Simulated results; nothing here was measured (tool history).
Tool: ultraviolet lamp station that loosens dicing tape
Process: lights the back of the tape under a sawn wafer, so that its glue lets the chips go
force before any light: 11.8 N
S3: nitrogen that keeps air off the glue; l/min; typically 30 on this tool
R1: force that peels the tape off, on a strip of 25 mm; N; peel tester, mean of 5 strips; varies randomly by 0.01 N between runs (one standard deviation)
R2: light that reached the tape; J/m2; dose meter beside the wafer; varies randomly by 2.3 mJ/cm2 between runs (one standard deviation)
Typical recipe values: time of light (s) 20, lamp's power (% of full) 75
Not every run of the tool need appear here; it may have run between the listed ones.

Run 1, hour 0: usual settings. Result: R1 0.622 N, R2 2020 J/m2.
Run 2, hour 50.8: usual settings but lamp's power (% of full) 80. Result: R1 0.558 N, R2 2050 J/m2.
Run 3, hour 105.5: usual settings but time of light (s) 17. Result: R1 1.035 N, R2 1620 J/m2.
At hour 126.8: window cleaned of glue's vapour.
Run 4, hour 155.5: usual settings but time of light (s) 17. Result: R1 1.194 N, R2 1560 J/m2.
Run 5, hour 198.6: usual settings but lamp's power (% of full) 61. Result: R1 1.351 N, R2 1420 J/m2.
At hour 247.6: window cleaned of glue's vapour, once more.
Run 6, hour 250: usual settings but lamp's power (% of full) 60. Result: R1 1.198 N, R2 1540 J/m2.
Run 7, hour 295.3: usual settings but lamp's power (% of full) 60. Result: R1 1.236 N, R2 1500 J/m2.
Run 8, hour 344.6: usual settings but lamp's power (% of full) 60. Result: R1 1.243 N, R2 1440 J/m2.
Run 9, hour 375.2: usual settings but lamp's power (% of full) 90. Result: R1 0.537 N, R2 2200 J/m2.
Run 10, hour 414.7: usual settings but time of light (s) 16. Result: R1 1.377 N, R2 1370 J/m2.
At hour 450.6: lamp changed.
Run 11, hour 452.4: usual settings but S3 12 l/min. Result: R1 1.174 N, R2 2210 J/m2.
Run 12, hour 509.3: usual settings but S3 12 l/min. Result: R1 1.209 N, R2 2220 J/m2.
At hour 539.7: window cleaned of glue's vapour.
Run 13, hour 563.3: usual settings but S3 12 l/min. Result: R1 1.171 N, R2 2190 J/m2.
Run 14, hour 606.6: usual settings but lamp's power (% of full) 67, S3 12 l/min. Result: R1 1.549 N, R2 1980 J/m2.
Run 15, hour 645.9: usual settings. Result: R1 0.497 N, R2 2160 J/m2.
Run 16, hour 673.4: usual settings but lamp's power (% of full) 74. Result: R1 0.546 N, R2 2100 J/m2.
Run 17, hour 702.3: usual settings but lamp's power (% of full) 74. Result: R1 0.58 N, R2 2080 J/m2.
Run 18, hour 757.1: usual settings but time of light (s) 13. Result: R1 1.519 N, R2 1310 J/m2.
Run 19, hour 799.3: usual settings but time of light (s) 13. Result: R1 1.612 N, R2 1300 J/m2.
At hour 835.1: window cleaned of glue's vapour.
Run 20, hour 835.1: usual settings but time of light (s) 13. Result: R1 1.498 N, R2 1340 J/m2.
Run 21, hour 881.7: usual settings but time of light (s) 13. Result: R1 1.523 N, R2 1340 J/m2.
Run 22, hour 937.9: usual settings but S3 17 l/min. Result: R1 1.112 N, R2 1980 J/m2.
Run 23, hour 999.8: usual settings but time of light (s) 35, lamp's power (% of full) 76, S3 17 l/min. Result: R1 0.294 N, R2 3430 J/m2.
Run 24, hour 1061.8: usual settings but time of light (s) 35, lamp's power (% of full) 76, S3 17 l/min. Result: R1 0.322 N, R2 3320 J/m2.
Run 25, hour 1101.4: usual settings but time of light (s) 11, lamp's power (% of full) 99, S3 42 l/min. Result: R1 1.136 N, R2 1290 J/m2.
At hour 1129.6: window cleaned of glue's vapour.
Run 26, hour 1160.9: usual settings but time of light (s) 13, lamp's power (% of full) 81, S3 17 l/min. Result: R1 2.443 N, R2 1300 J/m2.
Run 27, hour 1213.3: usual settings but time of light (s) 17, lamp's power (% of full) 61. Result: R1 1.687 N, R2 1260 J/m2.
Run 28, hour 1262.7: usual settings but time of light (s) 21, lamp's power (% of full) 86. Result: R1 0.539 N, R2 2150 J/m2.
Run 29, hour 1316.9: usual settings but time of light (s) 17, lamp's power (% of full) 66. Result: R1 1.647 N, R2 1280 J/m2.
Run 30, hour 1357.5: usual settings but time of light (s) 23, lamp's power (% of full) 100, S3 37 l/min. Result: R1 0.261 N, R2 2590 J/m2.
At hour 1361.3: lamp changed.
At hour 1422.4: window cleaned of glue's vapour.
Run 31, hour 1422.4: usual settings but time of light (s) 23, lamp's power (% of full) 100, S3 37 l/min. Result: R1 0.16 N, R2 3470 J/m2.
Run 32, hour 1465.3: usual settings but time of light (s) 28, lamp's power (% of full) 89, S3 47 l/min. Result: R1 0.151 N, R2 3690 J/m2.
Run 33, hour 1532.4: usual settings but time of light (s) 28, lamp's power (% of full) 89, S3 47 l/min. Result: R1 0.147 N, R2 3570 J/m2.
Run 34, hour 1577.3: usual settings but time of light (s) 28, lamp's power (% of full) 89, S3 47 l/min. Result: R1 0.163 N, R2 3490 J/m2.
Run 35, hour 1638: usual settings but time of light (s) 33, lamp's power (% of full) 70, S3 19 l/min. Result: R1 0.314 N, R2 3190 J/m2.
Run 36, hour 1671.4: usual settings but time of light (s) 33, lamp's power (% of full) 70, S3 19 l/min. Result: R1 0.333 N, R2 3090 J/m2.
At hour 1713.9: window cleaned of glue's vapour.
Run 37, hour 1722.8: usual settings but time of light (s) 14, lamp's power (% of full) 69, S3 33 l/min. Result: R1 1.497 N, R2 1320 J/m2.
Run 38, hour 1769.4: usual settings but time of light (s) 14, lamp's power (% of full) 69, S3 12 l/min. Result: R1 3.029 N, R2 1330 J/m2.
Run 39, hour 1808.1: usual settings but lamp's power (% of full) 71. Result: R1 0.704 N, R2 1880 J/m2.
Run 40, hour 1853.1: usual settings but time of light (s) 12, lamp's power (% of full) 81, S3 31 l/min. Result: R1 1.666 N, R2 1290 J/m2.
Run 41, hour 1912.7: usual settings but time of light (s) 33, lamp's power (% of full) 60, S3 39 l/min. Result: R1 0.294 N, R2 2520 J/m2.
Run 42, hour 1956.4: usual settings but time of light (s) 33, lamp's power (% of full) 60, S3 47 l/min. Result: R1 0.245 N, R2 2450 J/m2.

Hidden state or all else? Some run-to-run changes of R1, split into what the settings, what came in and random variation would give without the hidden state, and what is left for the hidden state (with any gauge scatter that isn't in both results):
The tool's hidden condition here consists of: lamp's light, % of a new lamp's; light that the window lets through, % of a clean one's; drift of the gauge itself on peel_n, %; drift of the gauge itself on dose_mj_cm2, %.
Run 10 -> 11: time of light (s) 16 -> 20, S3 30 -> 12, lamp changed. R1 -0.203 N: hidden state -0.551, all else +0.348.
Run 28 -> 29: time of light (s) 21 -> 17, lamp's power (% of full) 86 -> 66. R1 +1.108 N: hidden state +0.5, all else +0.608.
Run 29 -> 30: time of light (s) 17 -> 23, lamp's power (% of full) 66 -> 100, S3 30 -> 37. R1 -1.386 N: hidden state -0.649, all else -0.737.
Run 37 -> 38: S3 33 -> 12. R1 +1.532 N: hidden state +0.211, all else +1.321.
Run 38 -> 39: time of light (s) 14 -> 20, lamp's power (% of full) 69 -> 71, S3 12 -> 30. R1 -2.325 N: hidden state -0.311, all else -2.014.
